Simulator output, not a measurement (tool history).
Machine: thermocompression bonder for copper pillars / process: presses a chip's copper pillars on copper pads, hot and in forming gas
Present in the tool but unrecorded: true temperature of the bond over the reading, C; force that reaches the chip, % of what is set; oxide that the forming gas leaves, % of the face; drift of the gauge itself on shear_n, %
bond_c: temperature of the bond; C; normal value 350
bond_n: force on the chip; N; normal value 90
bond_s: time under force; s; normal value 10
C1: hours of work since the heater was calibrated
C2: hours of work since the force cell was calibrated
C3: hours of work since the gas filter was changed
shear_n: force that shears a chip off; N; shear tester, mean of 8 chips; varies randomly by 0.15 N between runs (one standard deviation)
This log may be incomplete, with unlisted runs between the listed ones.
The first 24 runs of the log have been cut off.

run 25 hour=581.1 | bond_c=350 bond_n=124 bond_s=10 | C1=952 C2=315 C3=100 | shear_n=61.1
run 26 hour=594 | bond_c=350 bond_n=119 bond_s=10 | C1=960 C2=323 C3=107 | shear_n=60.1
run 27 hour=618.7 | bond_c=368 bond_n=90 bond_s=21 | C1=973 C2=336 C3=121 | shear_n=72
run 28 hour=632.7 | bond_c=350 bond_n=110 bond_s=27 | C1=981 C2=344 C3=129 | shear_n=73.5
run 29 hour=658.7 | bond_c=347 bond_n=91 bond_s=14 | C1=995 C2=358 C3=143 | shear_n=56
run 30 hour=679.3 | bond_c=343 bond_n=68 bond_s=14 | C1=1007 C2=370 C3=154 | shear_n=45.9
run 31 hour=693.4 | bond_c=350 bond_n=90 bond_s=10 | C1=1015 C2=378 C3=162 | shear_n=51.3
run 32 hour=708 | bond_c=353 bond_n=69 bond_s=10 | C1=1023 C2=386 C3=170 | shear_n=45.2
run 33 hour=720.1 | bond_c=333 bond_n=69 bond_s=5 | C1=1029 C2=392 C3=177 | shear_n=27.9
run 34 hour=738.3 | bond_c=344 bond_n=129 bond_s=8 | C1=1040 C2=403 C3=187 | shear_n=55.3
run 35 hour=759.4 | bond_c=379 bond_n=55 bond_s=5 | C1=1051 C2=414 C3=199 | shear_n=38.6
run 36 hour=773.8 | bond_c=379 bond_n=55 bond_s=5 | C1=1059 C2=422 C3=207 | shear_n=38.4
run 37 hour=788.7 | bond_c=379 bond_n=55 bond_s=5 | C1=1067 C2=430 C3=215 | shear_n=38.4
run 38 hour=808.1 | bond_c=325 bond_n=115 bond_s=10 | C1=1078 C2=441 C3=226 | shear_n=46.1
run 39 hour=826 | bond_c=325 bond_n=115 bond_s=10 | C1=1088 C2=451 C3=236 | shear_n=46.1
run 40 hour=854.7 | bond_c=325 bond_n=115 bond_s=10 | C1=1104 C2=467 C3=252 | shear_n=46.2
run 41 hour=869.7 | bond_c=361 bond_n=115 bond_s=16 | C1=1112 C2=475 C3=260 | shear_n=69.5

Below are 3 alternative next runs, each starting from the tool's condition after run 41. Predict each:
run A hour=893.1 | bond_c=355 bond_n=126 bond_s=10 | C1=1125 C2=488 C3=273 | shear_n=?
run B hour=893.1 | bond_c=352 bond_n=78 bond_s=5 | C1=1125 C2=488 C3=273 | shear_n=?
run C hour=893.1 | bond_c=354 bond_n=109 bond_s=10 | C1=1125 C2=488 C3=273 | shear_n=?

run=A shear_n=61.7
run=B shear_n=37
run=C shear_n=57.4
With the hidden condition removed and each run's random variation left untouched, the same runs would have given:
run=A shear_n=62.8
run=B shear_n=36.9
run=C shear_n=58.3
